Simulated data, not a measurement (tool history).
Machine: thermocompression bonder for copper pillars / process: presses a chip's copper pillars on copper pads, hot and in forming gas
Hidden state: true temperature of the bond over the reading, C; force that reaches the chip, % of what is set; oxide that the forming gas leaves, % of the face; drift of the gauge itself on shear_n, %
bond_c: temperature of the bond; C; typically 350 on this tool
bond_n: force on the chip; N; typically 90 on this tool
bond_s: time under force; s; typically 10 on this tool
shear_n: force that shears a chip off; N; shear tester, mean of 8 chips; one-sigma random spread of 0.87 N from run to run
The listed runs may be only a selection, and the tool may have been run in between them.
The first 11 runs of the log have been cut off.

| run | hour | bond_c | bond_n | bond_s | hours of work since the heater was calibrated | hours of work since the force cell was calibrated | hours of work since the gas filter was changed | shear_n |
|---|---|---|---|---|---|---|---|---|
| 12 | 349.6 | 350 | 90 | 10 | 783 | 327 | 407 | 65.8 |
| 13 | 375.7 | 324 | 90 | 10 | 799 | 344 | 424 | 51.2 |
| 14 | 416.0 | 324 | 90 | 10 | 824 | 369 | 449 | 51.4 |
| 15 | 447.3 | 350 | 104 | 10 | 844 | 389 | 469 | 71.7 |
|  | 458.9 | forming gas filter changed |
| 16 | 473.9 | 350 | 104 | 10 | 860 | 405 | 9 | 81.4 |
| 17 | 506.7 | 323 | 104 | 10 | 881 | 425 | 30 | 62.7 |
| 18 | 530.5 | 337 | 72 | 10 | 896 | 440 | 45 | 55.1 |
| 19 | 569.8 | 348 | 72 | 7 | 920 | 465 | 70 | 53.6 |
| 20 | 598.7 | 348 | 72 | 7 | 938 | 483 | 88 | 53.8 |
| 21 | 621.8 | 348 | 72 | 7 | 953 | 498 | 102 | 53.2 |
| 22 | 643.7 | 358 | 72 | 17 | 967 | 511 | 116 | 82.3 |
| 23 | 669.7 | 348 | 55 | 10 | 983 | 528 | 132 | 49.6 |
| 24 | 704.2 | 376 | 55 | 12 | 1005 | 549 | 154 | 70.2 |
| 25 | 734.0 | 365 | 84 | 6 | 1023 | 568 | 173 | 65.4 |

For run 26, what comes out?
| 26 | 778.3 | 325 | 96 | 6 | 1051 | 596 | 200 | ? |

Run 26 gave shear_n 47.3 N.
Had the tool carried no hidden state, the very same run would have given shear_n 46.9 N.
